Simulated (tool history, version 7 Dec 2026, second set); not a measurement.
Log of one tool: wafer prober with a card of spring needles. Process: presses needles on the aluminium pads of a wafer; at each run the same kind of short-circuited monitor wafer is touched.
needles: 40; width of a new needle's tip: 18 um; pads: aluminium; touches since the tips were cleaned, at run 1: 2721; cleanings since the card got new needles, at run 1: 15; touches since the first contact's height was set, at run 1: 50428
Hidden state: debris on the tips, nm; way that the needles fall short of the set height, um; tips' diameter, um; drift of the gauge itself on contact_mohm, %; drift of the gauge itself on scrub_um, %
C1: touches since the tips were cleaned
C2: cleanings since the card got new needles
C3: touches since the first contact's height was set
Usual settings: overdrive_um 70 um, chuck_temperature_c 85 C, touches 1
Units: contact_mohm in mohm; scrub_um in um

Run 1, hour 0: usual settings; C1 2721; C2 15; C3 50428. Result: contact_mohm 196 mohm, scrub_um 9.77 um.
At hour 20.7: tips cleaned on abrasive film.
Run 2, hour 22.8: usual settings; C1 469; C2 16; C3 55502. Result: contact_mohm 177 mohm, scrub_um 9.76 um.
Run 3, hour 50.2: usual settings; C1 6602; C2 16; C3 61635. Result: contact_mohm 215 mohm, scrub_um 9.73 um.
At hour 51.8: tips cleaned on abrasive film.
Run 4, hour 66.1: usual settings but touches 2; C1 3194; C2 17; C3 65174. Result: contact_mohm 179 mohm, scrub_um 9.74 um.
Run 5, hour 81.2: usual settings but overdrive_um 79 um, touches 2; C1 6574; C2 17; C3 68554. Result: contact_mohm 188 mohm, scrub_um 10.99 um.
At hour 83.4: tips cleaned on abrasive film.
At hour 94.2: height of the first contact set anew.
Run 6, hour 108.2: usual settings but touches 3; C1 5490; C2 18; C3 3143. Result: contact_mohm 182 mohm, scrub_um 9.84 um.
At hour 114.6: tips cleaned on abrasive film.
Run 7, hour 126.6: usual settings but touches 3; C1 2700; C2 19; C3 7239. Result: contact_mohm 176 mohm, scrub_um 9.83 um.
At hour 145.7: tips cleaned on abrasive film.
Run 8, hour 156.6: usual settings but touches 3; C1 2443; C2 20; C3 13927. Result: contact_mohm 177 mohm, scrub_um 9.81 um.
Run 9, hour 173: usual settings but touches 3; C1 6102; C2 20; C3 17586. Result: contact_mohm 184 mohm, scrub_um 9.8 um.
At hour 177.2: tips cleaned on abrasive film.
Run 10, hour 187.6: usual settings but touches 3; C1 2337; C2 21; C3 20836. Result: contact_mohm 174 mohm, scrub_um 9.81 um.
At hour 207.8: tips cleaned on abrasive film.
Run 11, hour 207.8: usual settings but touches 3; C1 0; C2 22; C3 25323. Result: contact_mohm 165 mohm, scrub_um 9.76 um.
Run 12, hour 226.3: usual settings but touches 3; C1 4148; C2 22; C3 29471. Result: contact_mohm 178 mohm, scrub_um 9.8 um.
At hour 238.4: tips cleaned on abrasive film.
Run 13, hour 238.5: usual settings but touches 3; C1 17; C2 23; C3 32168. Result: contact_mohm 168 mohm, scrub_um 9.78 um.
Run 14, hour 254: usual settings but touches 3; C1 3493; C2 23; C3 35644. Result: contact_mohm 180 mohm, scrub_um 9.78 um.
Run 15, hour 268.4: usual settings; C1 6705; C2 23; C3 38856. Result: contact_mohm 220 mohm, scrub_um 9.79 um.
At hour 269.8: tips cleaned on abrasive film.
Run 16, hour 289.4: usual settings; C1 4390; C2 24; C3 43543. Result: contact_mohm 213 mohm, scrub_um 9.74 um.
At hour 300.8: tips cleaned on abrasive film.
Run 17, hour 315.4: usual settings; C1 3265; C2 25; C3 49324. Result: contact_mohm 203 mohm, scrub_um 9.75 um.
At hour 332.2: tips cleaned on abrasive film.
Run 18, hour 337.9: usual settings but overdrive_um 66 um, chuck_temperature_c 42 C, touches 2; C1 1275; C2 26; C3 54341. Result: contact_mohm 172 mohm, scrub_um 9.18 um.
Run 19, hour 357.3: usual settings but chuck_temperature_c 67 C, touches 2; C1 5621; C2 26; C3 58687. Result: contact_mohm 195 mohm, scrub_um 9.72 um.
At hour 363.3: tips cleaned on abrasive film.
Run 20, hour 372.9: usual settings but overdrive_um 73 um, chuck_temperature_c 46 C, touches 2; C1 2144; C2 27; C3 62139. Result: contact_mohm 174 mohm, scrub_um 10.16 um.
At hour 394.5: tips cleaned on abrasive film.
Run 21, hour 395.6: usual settings but overdrive_um 64 um, chuck_temperature_c 74 C, touches 2; C1 234; C2 28; C3 67195. Result: contact_mohm 171 mohm, scrub_um 8.87 um.
At hour 412.8: height of the first contact set anew.
Run 22, hour 424.2: usual settings but overdrive_um 64 um, chuck_temperature_c 74 C, touches 2; C1 6561; C2 28; C3 2542. Result: contact_mohm 202 mohm, scrub_um 8.97 um.
At hour 425.9: tips cleaned on abrasive film.
Run 23, hour 454: usual settings but overdrive_um 57 um, chuck_temperature_c 46 C, touches 2; C1 6304; C2 29; C3 9208. Result: contact_mohm 210 mohm, scrub_um 8 um.
At hour 456.7: tips cleaned on abrasive film.
Run 24, hour 476.6: usual settings but overdrive_um 55 um, chuck_temperature_c 46 C; C1 4440; C2 30; C3 14229. Result: contact_mohm 239 mohm, scrub_um 7.69 um.
At hour 489: tips cleaned on abrasive film.
Run 25, hour 506.3: usual settings but overdrive_um 53 um, chuck_temperature_c 43 C, touches 3; C1 3850; C2 31; C3 20842. Result: contact_mohm 193 mohm, scrub_um 7.41 um.
At hour 519.8: tips cleaned on abrasive film.
Run 26, hour 519.8: usual settings but touches 3; C1 0; C2 32; C3 23859. Result: contact_mohm 168 mohm, scrub_um 9.78 um.
Run 27, hour 533.5: usual settings but overdrive_um 60 um, chuck_temperature_c 25 C, touches 2; C1 3064; C2 32; C3 26923. Result: contact_mohm 191 mohm, scrub_um 8.37 um.
At hour 551.8: tips cleaned on abrasive film.
Run 28, hour 551.8: usual settings but overdrive_um 60 um, chuck_temperature_c 25 C, touches 2; C1 0; C2 33; C3 30984. Result: contact_mohm 160 mohm, scrub_um 8.38 um.
Run 29, hour 580.6: usual settings but touches 2; C1 6451; C2 33; C3 37435. Result: contact_mohm 198 mohm, scrub_um 9.79 um.
At hour 582.8: tips cleaned on abrasive film.
Run 30, hour 603.9: usual settings but overdrive_um 56 um, chuck_temperature_c 48 C; C1 4715; C2 34; C3 42616. Result: contact_mohm 243 mohm, scrub_um 7.81 um.
At hour 613.7: tips cleaned on abrasive film.
Run 31, hour 627.3: usual settings but overdrive_um 60 um, chuck_temperature_c 37 C, touches 3; C1 3037; C2 35; C3 47830. Result: contact_mohm 179 mohm, scrub_um 8.36 um.
Run 32, hour 642.9: usual settings but overdrive_um 56 um, chuck_temperature_c 54 C; C1 6527; C2 35; C3 51320. Result: contact_mohm 252 mohm, scrub_um 7.79 um.
At hour 645.3: tips cleaned on abrasive film.
Run 33, hour 668.6: usual settings but chuck_temperature_c 54 C; C1 5220; C2 36; C3 57047. Result: contact_mohm 214 mohm, scrub_um 9.74 um.

Hidden state at the last listed run before each entry between runs and at the first one after, where it differs:
Between runs 1 and 2: tips cleaned on abrasive film (hour 20.7)
  debris on the tips, nm: 67.7 -> 25.1; way that the needles fall short of the set height, um: 0.48 -> 0.56; tips' diameter, um: 18.42 -> 18.45
  measured less the result without the state, contact_mohm: +32 -> +13 mohm; scrub_um: -0.07 -> -0.08 um
Between runs 3 and 4: tips cleaned on abrasive film (hour 51.8)
  debris on the tips, nm: 113.6 -> 75.4; way that the needles fall short of the set height, um: 0.56 -> 0.66; tips' diameter, um: 18.45 -> 18.48
  measured less the result without the state, contact_mohm: +54 -> +21 mohm; scrub_um: -0.08 -> -0.09 um
Between runs 5 and 6: tips cleaned on abrasive film (hour 83.4); height of the first contact set anew (hour 94.2)
  debris on the tips, nm: 110.2 -> 105.3; way that the needles fall short of the set height, um: 0.66 -> 0; tips' diameter, um: 18.48 -> 18.51
  measured less the result without the state, contact_mohm: +25 -> +18 mohm; scrub_um: -0.1 -> +0 um
Between runs 6 and 7: tips cleaned on abrasive film (hour 114.6)
  debris on the tips, nm: 105.3 -> 72.9; way that the needles fall short of the set height, um: 0 -> 0.09; tips' diameter, um: 18.51 -> 18.54
  measured less the result without the state, contact_mohm: +18 -> +13 mohm; scrub_um: +0 -> -0.02 um
Between runs 7 and 8: tips cleaned on abrasive film (hour 145.7)
  debris on the tips, nm: 72.9 -> 65; way that the needles fall short of the set height, um: 0.09 -> 0.16; tips' diameter, um: 18.54 -> 18.56
  measured less the result without the state, contact_mohm: +13 -> +12 mohm; scrub_um: -0.02 -> -0.03 um
Between runs 9 and 10: tips cleaned on abrasive film (hour 177.2)
  debris on the tips, nm: 108.4 -> 67.3; way that the needles fall short of the set height, um: 0.16 -> 0.21; tips' diameter, um: 18.56 -> 18.58
  measured less the result without the state, contact_mohm: +19 -> +12 mohm; scrub_um: -0.02 -> -0.03 um
Between runs 10 and 11: tips cleaned on abrasive film (hour 207.8)
  debris on the tips, nm: 67.3 -> 7.1; way that the needles fall short of the set height, um: 0.21 -> 0.3; tips' diameter, um: 18.58 -> 18.61
  measured less the result without the state, contact_mohm: +12 -> +2 mohm; scrub_um: -0.03 -> -0.04 um
Between runs 12 and 13: tips cleaned on abrasive film (hour 238.4)
  debris on the tips, nm: 90.9 -> 6.6; way that the needles fall short of the set height, um: 0.3 -> 0.38; tips' diameter, um: 18.61 -> 18.64
  measured less the result without the state, contact_mohm: +16 -> +2 mohm; scrub_um: -0.05 -> -0.05 um
Between runs 15 and 16: tips cleaned on abrasive film (hour 269.8)
  debris on the tips, nm: 114.3 -> 94; way that the needles fall short of the set height, um: 0.38 -> 0.45; tips' diameter, um: 18.64 -> 18.66
  measured less the result without the state, contact_mohm: +56 -> +46 mohm; scrub_um: -0.06 -> -0.07 um
Between runs 16 and 17: tips cleaned on abrasive film (hour 300.8)
  debris on the tips, nm: 94 -> 80.8; way that the needles fall short of the set height, um: 0.45 -> 0.53; tips' diameter, um: 18.66 -> 18.69
  measured less the result without the state, contact_mohm: +46 -> +40 mohm; scrub_um: -0.07 -> -0.08 um
Between runs 17 and 18: tips cleaned on abrasive film (hour 332.2)
  debris on the tips, nm: 80.8 -> 45; way that the needles fall short of the set height, um: 0.53 -> 0.59; tips' diameter, um: 18.69 -> 18.71
  measured less the result without the state, contact_mohm: +40 -> +16 mohm; scrub_um: -0.08 -> -0.09 um
Between runs 19 and 20: tips cleaned on abrasive film (hour 363.3)
  debris on the tips, nm: 105 -> 58.3; way that the needles fall short of the set height, um: 0.59 -> 0.66; tips' diameter, um: 18.71 -> 18.74
  measured less the result without the state, contact_mohm: +33 -> +17 mohm; scrub_um: -0.08 -> -0.09 um
Between runs 20 and 21: tips cleaned on abrasive film (hour 394.5)
  debris on the tips, nm: 58.3 -> 11.9; way that the needles fall short of the set height, um: 0.66 -> 0.72; tips' diameter, um: 18.74 -> 18.76
  measured less the result without the state, contact_mohm: +17 -> +6 mohm; scrub_um: -0.09 -> -0.1 um
Between runs 21 and 22: height of the first contact set anew (hour 412.8)
  debris on the tips, nm: 11.9 -> 113.2; way that the needles fall short of the set height, um: 0.72 -> 0
  measured less the result without the state, contact_mohm: +6 -> +40 mohm; scrub_um: -0.1 -> +0 um
Between runs 22 and 23: tips cleaned on abrasive film (hour 425.9)
  debris on the tips, nm: 113.2 -> 109.8; way that the needles fall short of the set height, um: 0 -> 0.08; tips' diameter, um: 18.76 -> 18.78
  measured less the result without the state, contact_mohm: +40 -> +49 mohm; scrub_um: +0 -> -0.01 um
Between runs 23 and 24: tips cleaned on abrasive film (hour 456.7)
  debris on the tips, nm: 109.8 -> 95.5; way that the needles fall short of the set height, um: 0.08 -> 0.16; tips' diameter, um: 18.78 -> 18.81
  measured less the result without the state, contact_mohm: +49 -> +77 mohm; scrub_um: -0.01 -> -0.03 um
Between runs 24 and 25: tips cleaned on abrasive film (hour 489)
  debris on the tips, nm: 95.5 -> 85; way that the needles fall short of the set height, um: 0.16 -> 0.25; tips' diameter, um: 18.81 -> 18.84
  measured less the result without the state, contact_mohm: +77 -> +28 mohm; scrub_um: -0.03 -> -0.03 um
Between runs 25 and 26: tips cleaned on abrasive film (hour 519.8)
  debris on the tips, nm: 85 -> 10; way that the needles fall short of the set height, um: 0.25 -> 0.31; tips' diameter, um: 18.84 -> 18.86
  measured less the result without the state, contact_mohm: +28 -> +3 mohm; scrub_um: -0.03 -> -0.05 um
Between runs 27 and 28: tips cleaned on abrasive film (hour 551.8)
  debris on the tips, nm: 77.9 -> 11.9; way that the needles fall short of the set height, um: 0.31 -> 0.36; tips' diameter, um: 18.86 -> 18.88
  measured less the result without the state, contact_mohm: +34 -> +6 mohm; scrub_um: -0.04 -> -0.05 um
Between runs 29 and 30: tips cleaned on abrasive film (hour 582.8)
  debris on the tips, nm: 113.4 -> 95.9; way that the needles fall short of the set height, um: 0.36 -> 0.43; tips' diameter, um: 18.88 -> 18.91
  measured less the result without the state, contact_mohm: +34 -> +78 mohm; scrub_um: -0.05 -> -0.06 um
Between runs 30 and 31: tips cleaned on abrasive film (hour 613.7)
  debris on the tips, nm: 95.9 -> 78.7; way that the needles fall short of the set height, um: 0.43 -> 0.5; tips' diameter, um: 18.91 -> 18.93
  measured less the result without the state, contact_mohm: +78 -> +22 mohm; scrub_um: -0.06 -> -0.07 um
Between runs 32 and 33: tips cleaned on abrasive film (hour 645.3)
  debris on the tips, nm: 113 -> 101.3; way that the needles fall short of the set height, um: 0.5 -> 0.57; tips' diameter, um: 18.93 -> 18.96
  measured less the result without the state, contact_mohm: +88 -> +54 mohm; scrub_um: -0.07 -> -0.08 um

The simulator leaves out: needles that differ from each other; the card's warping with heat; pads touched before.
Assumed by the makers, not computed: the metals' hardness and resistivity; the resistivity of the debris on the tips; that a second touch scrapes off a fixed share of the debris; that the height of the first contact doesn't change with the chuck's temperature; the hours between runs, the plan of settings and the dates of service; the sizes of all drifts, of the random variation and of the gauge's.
